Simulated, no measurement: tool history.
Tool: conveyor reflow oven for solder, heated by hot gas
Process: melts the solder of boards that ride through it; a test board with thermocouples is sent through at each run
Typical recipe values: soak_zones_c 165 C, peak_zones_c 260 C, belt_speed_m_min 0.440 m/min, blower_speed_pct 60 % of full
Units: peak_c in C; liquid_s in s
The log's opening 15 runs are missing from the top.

run   hour  soak_zones_c  peak_zones_c  belt_speed_m_min  blower_speed_pct  hours of work since the flux was cleaned out  hours of work since the belt drive was overhauled  hours of work since the thermocouples were changed  peak_c  liquid_s
 16  177.1           177           269             0.390                83                                            42                                                796                                                 463   262.5     106.4
 17  186.3           170           261             0.427                52                                            48                                                803                                                 469   244.2      71.5
 18  194.0           170           261             0.427                52                                            54                                                809                                                 475   244.5      70.9
 19  206.3           170           261             0.427                52                                            63                                                817                                                 484   243.9      71.2
 20  221.4           156           260             0.440                59                                            73                                                828                                                 495   241.5      61.9
 21  228.8           156           260             0.440                59                                            79                                                834                                                 500   242.1      61.4
 22  241.6           156           273             0.482                59                                            88                                                843                                                 509   249.2      62.8
 23  252.1           156           273             0.482                59                                            96                                                850                                                 517   248.9      63.3
 24  264.9           155           273             0.463                59                                           105                                                860                                                 526   251.1      67.1
 25  273.2           155           273             0.463                59                                           111                                                866                                                 532   251.1      67.2
 26  280.1           153           266             0.496                58                                           116                                                871                                                 537   241.9      50.3
 27  290.2           153           271             0.366                58                                           123                                                878                                                 544   257.4      94.2
 28  304.4           164           260             0.428                61                                           133                                                888                                                 554   244.9      70.7
 29  318.4           164           260             0.502                61                                           143                                                898                                                 565   239.3      52.1
 30  328.1           164           260             0.502                61                                           151                                                905                                                 572   239.2      51.8

Each row is a separate what-if for the run after 30, all from the same tool condition, not one after another. Results?
  A  338.5           165           260             0.490                79                                           158                                                913                                                 579       ?         ?
  B  338.5           179           260             0.466                55                                           158                                                913                                                 579       ?         ?
  C  338.5           178           273             0.440                60                                           158                                                913                                                 579       ?         ?
  D  338.5           171           260             0.502                61                                           158                                                913                                                 579       ?         ?

run  peak_c  liquid_s
  A   245.6      64.4
  B   243.1      68.2
  C   257.2      89.2
  D   241.9      58.0
Stripped of hidden state, with their random variation kept, the same runs would have yielded:
run  peak_c  liquid_s
  A   245.6      64.5
  B   243.1      68.2
  C   257.3      89.2
  D   242.0      58.0
